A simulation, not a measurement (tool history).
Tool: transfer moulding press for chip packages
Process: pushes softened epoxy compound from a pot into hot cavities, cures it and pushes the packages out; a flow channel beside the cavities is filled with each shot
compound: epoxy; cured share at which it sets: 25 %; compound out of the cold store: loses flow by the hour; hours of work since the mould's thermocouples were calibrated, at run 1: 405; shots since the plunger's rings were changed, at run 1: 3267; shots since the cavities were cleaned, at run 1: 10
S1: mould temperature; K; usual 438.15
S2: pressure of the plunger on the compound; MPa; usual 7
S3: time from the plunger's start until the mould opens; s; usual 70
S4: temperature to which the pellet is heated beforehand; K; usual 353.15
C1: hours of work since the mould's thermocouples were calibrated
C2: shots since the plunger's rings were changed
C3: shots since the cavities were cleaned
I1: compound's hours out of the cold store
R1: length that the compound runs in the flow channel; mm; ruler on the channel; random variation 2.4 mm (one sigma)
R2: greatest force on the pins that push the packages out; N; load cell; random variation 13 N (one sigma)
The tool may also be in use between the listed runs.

run	hour	S1	S2	S3	S4	C1	C2	C3	I1	R1	R2
1	0	438.15	7	70	353.15	405	3267	10	25.2	682	687
2	16.1	438.15	7	70	353.15	414	3474	217	14.6	725	853
# hour 27.9: plunger's sealing rings changed
3	31	438.15	7	70	353.15	421	40	376	13.6	774	926
4	44.8	438.15	7	70	353.15	429	217	553	14.4	769	976
# hour 47.5: cavities cleaned with cleaning compound and waxed
5	58.9	438.15	7	70	353.15	436	379	147	15.3	765	805
6	75.4	438.15	7	70	353.15	446	590	358	28.7	710	935
7	86.1	438.15	7	70	353.15	452	728	496	9.8	781	1021
# hour 94.7: cavities cleaned with cleaning compound and waxed
8	107.7	438.15	6.68	70	353.15	463	986	167	38.2	658	774
9	127.9	438.15	7	66	353.15	475	1244	425	14.2	761	1130
# hour 140.4: cavities cleaned with cleaning compound and waxed
10	149	438.15	7	66	353.15	486	1497	111	32	690	827
11	161.8	438.15	7	66	353.15	493	1660	274	18.5	738	1041
12	181.2	438.15	7	66	353.15	504	1909	523	14.2	753	1146
# hour 186.7: cavities cleaned with cleaning compound and waxed
13	195.1	438.15	7	66	353.15	511	2069	109	42.1	654	854
14	206.6	438.15	7	66	353.15	517	2216	256	30.4	692	1001

Run 15 comes next. What will it give?
15	220.2	438.15	7	66	353.15	525	2391	431	43.1	?	?

R1: 646 mm
R2: 1050 N
Without the tool's hidden state the same run would have given R1 670 mm, R2 703 N.

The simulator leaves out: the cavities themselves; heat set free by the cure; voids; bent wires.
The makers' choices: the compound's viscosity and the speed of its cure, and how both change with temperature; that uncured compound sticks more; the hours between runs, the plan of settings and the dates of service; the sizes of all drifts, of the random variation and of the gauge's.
